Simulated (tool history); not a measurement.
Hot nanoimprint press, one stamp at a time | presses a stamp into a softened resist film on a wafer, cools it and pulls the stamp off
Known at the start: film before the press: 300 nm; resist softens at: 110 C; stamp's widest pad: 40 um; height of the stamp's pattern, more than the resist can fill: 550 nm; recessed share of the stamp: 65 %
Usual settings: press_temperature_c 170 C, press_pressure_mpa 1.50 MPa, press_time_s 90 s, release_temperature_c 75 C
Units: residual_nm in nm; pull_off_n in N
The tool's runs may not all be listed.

run 1 hour=0.0 | press_temperature_c=170 press_pressure_mpa=1.50 press_time_s=90 release_temperature_c=75 | residual_nm=140.5 pull_off_n=112
run 2 hour=50.9 | press_temperature_c=170 press_pressure_mpa=1.50 press_time_s=90 release_temperature_c=75 | residual_nm=138.9 pull_off_n=111
run 3 hour=138.9 | press_temperature_c=170 press_pressure_mpa=1.50 press_time_s=90 release_temperature_c=75 | residual_nm=136.2 pull_off_n=119
run 4 hour=194.3 | press_temperature_c=170 press_pressure_mpa=1.50 press_time_s=90 release_temperature_c=75 | residual_nm=136.1 pull_off_n=122
-- hour=243.4 press's hydraulic seals changed and the load cell set to zero
run 5 hour=246.0 | press_temperature_c=170 press_pressure_mpa=1.50 press_time_s=90 release_temperature_c=75 | residual_nm=134.7 pull_off_n=124
run 6 hour=325.2 | press_temperature_c=170 press_pressure_mpa=1.50 press_time_s=90 release_temperature_c=75 | residual_nm=134.8 pull_off_n=125
run 7 hour=408.6 | press_temperature_c=170 press_pressure_mpa=1.50 press_time_s=169 release_temperature_c=75 | residual_nm=101.7 pull_off_n=136
run 8 hour=494.8 | press_temperature_c=170 press_pressure_mpa=1.50 press_time_s=90 release_temperature_c=75 | residual_nm=131.2 pull_off_n=131
-- hour=539.8 plate thermocouple calibrated
-- hour=567.2 stamp cleaned and given a new release coat
run 9 hour=567.2 | press_temperature_c=180 press_pressure_mpa=1.50 press_time_s=90 release_temperature_c=75 | residual_nm=78.7 pull_off_n=111
run 10 hour=638.9 | press_temperature_c=170 press_pressure_mpa=2.05 press_time_s=90 release_temperature_c=75 | residual_nm=122.4 pull_off_n=114
run 11 hour=682.9 | press_temperature_c=170 press_pressure_mpa=2.05 press_time_s=90 release_temperature_c=75 | residual_nm=121.2 pull_off_n=119
run 12 hour=729.7 | press_temperature_c=170 press_pressure_mpa=2.05 press_time_s=90 release_temperature_c=75 | residual_nm=120.4 pull_off_n=118
run 13 hour=804.1 | press_temperature_c=170 press_pressure_mpa=1.27 press_time_s=90 release_temperature_c=75 | residual_nm=145.3 pull_off_n=123
run 14 hour=892.4 | press_temperature_c=170 press_pressure_mpa=1.27 press_time_s=90 release_temperature_c=75 | residual_nm=143.2 pull_off_n=128
run 15 hour=972.3 | press_temperature_c=170 press_pressure_mpa=1.27 press_time_s=90 release_temperature_c=75 | residual_nm=142.8 pull_off_n=129
run 16 hour=1033.8 | press_temperature_c=170 press_pressure_mpa=1.27 press_time_s=90 release_temperature_c=75 | residual_nm=142.3 pull_off_n=140
run 17 hour=1093.1 | press_temperature_c=170 press_pressure_mpa=2.38 press_time_s=131 release_temperature_c=75 | residual_nm=91.9 pull_off_n=141
-- hour=1128.4 stamp cleaned and given a new release coat
run 18 hour=1145.9 | press_temperature_c=170 press_pressure_mpa=2.38 press_time_s=131 release_temperature_c=75 | residual_nm=92.7 pull_off_n=106
-- hour=1224.5 plate thermocouple calibrated
run 19 hour=1239.9 | press_temperature_c=170 press_pressure_mpa=2.38 press_time_s=131 release_temperature_c=75 | residual_nm=99.5 pull_off_n=118
run 20 hour=1337.5 | press_temperature_c=170 press_pressure_mpa=2.38 press_time_s=131 release_temperature_c=75 | residual_nm=97.1 pull_off_n=125
run 21 hour=1436.8 | press_temperature_c=163 press_pressure_mpa=1.77 press_time_s=131 release_temperature_c=75 | residual_nm=166.3 pull_off_n=128
run 22 hour=1517.9 | press_temperature_c=163 press_pressure_mpa=1.19 press_time_s=168 release_temperature_c=74 | residual_nm=174.1 pull_off_n=137
-- hour=1535.7 press's hydraulic seals changed and the load cell set to zero
run 23 hour=1603.9 | press_temperature_c=169 press_pressure_mpa=1.49 press_time_s=57 release_temperature_c=81 | residual_nm=167.2 pull_off_n=115
-- hour=1694.0 stamp cleaned and given a new release coat
run 24 hour=1694.0 | press_temperature_c=169 press_pressure_mpa=1.49 press_time_s=57 release_temperature_c=81 | residual_nm=165.6 pull_off_n=91
run 25 hour=1764.2 | press_temperature_c=162 press_pressure_mpa=1.50 press_time_s=90 release_temperature_c=71 | residual_nm=202.8 pull_off_n=122
run 26 hour=1823.7 | press_temperature_c=181 press_pressure_mpa=2.35 press_time_s=47 release_temperature_c=79 | residual_nm=77.2 pull_off_n=100
-- hour=1903.4 plate thermocouple calibrated
run 27 hour=1904.6 | press_temperature_c=176 press_pressure_mpa=1.43 press_time_s=144 release_temperature_c=65 | residual_nm=82.3 pull_off_n=153
run 28 hour=1983.4 | press_temperature_c=175 press_pressure_mpa=1.43 press_time_s=144 release_temperature_c=65 | residual_nm=87.8 pull_off_n=159
run 29 hour=2054.9 | press_temperature_c=170 press_pressure_mpa=1.50 press_time_s=90 release_temperature_c=78 | residual_nm=138.2 pull_off_n=122

Some steps in residual_nm between neighbouring runs. How much of each would the tool show without its hidden state too (settings, what came in, random variation), and how much is left for the hidden state, with any gauge scatter that isn't in both results?
The hidden state here: true temperature over the reading, C; pressure that arrives at the usual setting, %; grip of the stamp's worn release coat, % over a new coat's; drift of the gauge itself on residual_nm, %; drift of the gauge itself on pull_off_n, %.
Run 8 -> 9: press_temperature_c 170 -> 180, plate thermocouple calibrated, stamp cleaned and given a new release coat. residual_nm -52.5 nm: hidden state +8.3, all else -60.8.
Run 18 -> 19: plate thermocouple calibrated. residual_nm +6.8 nm: hidden state +6.5, all else +0.3.
Run 20 -> 21: press_temperature_c 170 -> 163, press_pressure_mpa 2.38 -> 1.77. residual_nm +69.2 nm: hidden state -2.6, all else +71.8.
Run 25 -> 26: press_temperature_c 162 -> 181, press_pressure_mpa 1.50 -> 2.35, press_time_s 90 -> 47, release_temperature_c 71 -> 79. residual_nm -125.6 nm: hidden state +4.7, all else -130.3.

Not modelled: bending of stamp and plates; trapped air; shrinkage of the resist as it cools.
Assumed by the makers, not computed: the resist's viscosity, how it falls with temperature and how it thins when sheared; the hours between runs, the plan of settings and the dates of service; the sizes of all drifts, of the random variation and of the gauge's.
